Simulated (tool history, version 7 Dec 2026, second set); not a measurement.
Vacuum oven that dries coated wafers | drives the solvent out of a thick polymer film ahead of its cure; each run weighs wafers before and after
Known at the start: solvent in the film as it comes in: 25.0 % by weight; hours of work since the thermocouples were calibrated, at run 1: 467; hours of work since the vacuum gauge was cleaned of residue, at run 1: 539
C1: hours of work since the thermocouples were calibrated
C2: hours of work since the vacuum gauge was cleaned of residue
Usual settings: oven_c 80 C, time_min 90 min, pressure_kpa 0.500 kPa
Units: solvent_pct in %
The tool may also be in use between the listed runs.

run 1 hour=0.0 | oven_c=80 time_min=90 pressure_kpa=0.500 | C1=467 C2=539 | solvent_pct=2.86
run 2 hour=16.2 | oven_c=80 time_min=90 pressure_kpa=0.500 | C1=476 C2=548 | solvent_pct=2.82
run 3 hour=37.3 | oven_c=80 time_min=90 pressure_kpa=0.500 | C1=488 C2=559 | solvent_pct=2.84
run 4 hour=50.7 | oven_c=80 time_min=90 pressure_kpa=0.500 | C1=495 C2=567 | solvent_pct=2.80
run 5 hour=77.0 | oven_c=80 time_min=90 pressure_kpa=0.500 | C1=509 C2=581 | solvent_pct=2.77
run 6 hour=92.2 | oven_c=80 time_min=90 pressure_kpa=0.500 | C1=518 C2=589 | solvent_pct=2.92
run 7 hour=107.7 | oven_c=80 time_min=90 pressure_kpa=0.500 | C1=526 C2=598 | solvent_pct=2.78
run 8 hour=123.8 | oven_c=80 time_min=90 pressure_kpa=1.861 | C1=535 C2=607 | solvent_pct=3.51
run 9 hour=150.6 | oven_c=80 time_min=90 pressure_kpa=0.500 | C1=550 C2=621 | solvent_pct=2.84
run 10 hour=161.7 | oven_c=81 time_min=134 pressure_kpa=0.974 | C1=556 C2=628 | solvent_pct=1.31
run 11 hour=178.7 | oven_c=81 time_min=55 pressure_kpa=1.513 | C1=565 C2=637 | solvent_pct=5.89
run 12 hour=192.8 | oven_c=89 time_min=48 pressure_kpa=0.376 | C1=573 C2=645 | solvent_pct=2.92
run 13 hour=210.6 | oven_c=89 time_min=48 pressure_kpa=0.376 | C1=583 C2=654 | solvent_pct=2.76
run 14 hour=223.3 | oven_c=89 time_min=48 pressure_kpa=0.376 | C1=589 C2=661 | solvent_pct=2.71
run 15 hour=247.2 | oven_c=77 time_min=122 pressure_kpa=0.527 | C1=603 C2=674 | solvent_pct=2.47
run 16 hour=270.1 | oven_c=72 time_min=140 pressure_kpa=0.619 | C1=615 C2=687 | solvent_pct=3.77
run 17 hour=291.3 | oven_c=72 time_min=67 pressure_kpa=0.372 | C1=627 C2=698 | solvent_pct=8.86

Hidden state or all else? Some run-to-run changes of solvent_pct, split into what the settings, what came in and random variation would give without the hidden state, and what is left for the hidden state (with any gauge scatter that isn't in both results):
The hidden state here: true wafer temperature over the reading, C; true pressure over the reading, kPa; drift of the gauge itself on solvent_pct, %.
Run 10 -> 11: time_min 134 -> 55, pressure_kpa 0.974 -> 1.513. solvent_pct +4.58 %: hidden state +0.19, all else +4.39.
Run 16 -> 17: time_min 140 -> 67, pressure_kpa 0.619 -> 0.372. solvent_pct +5.09 %: hidden state +0.06, all else +5.03.

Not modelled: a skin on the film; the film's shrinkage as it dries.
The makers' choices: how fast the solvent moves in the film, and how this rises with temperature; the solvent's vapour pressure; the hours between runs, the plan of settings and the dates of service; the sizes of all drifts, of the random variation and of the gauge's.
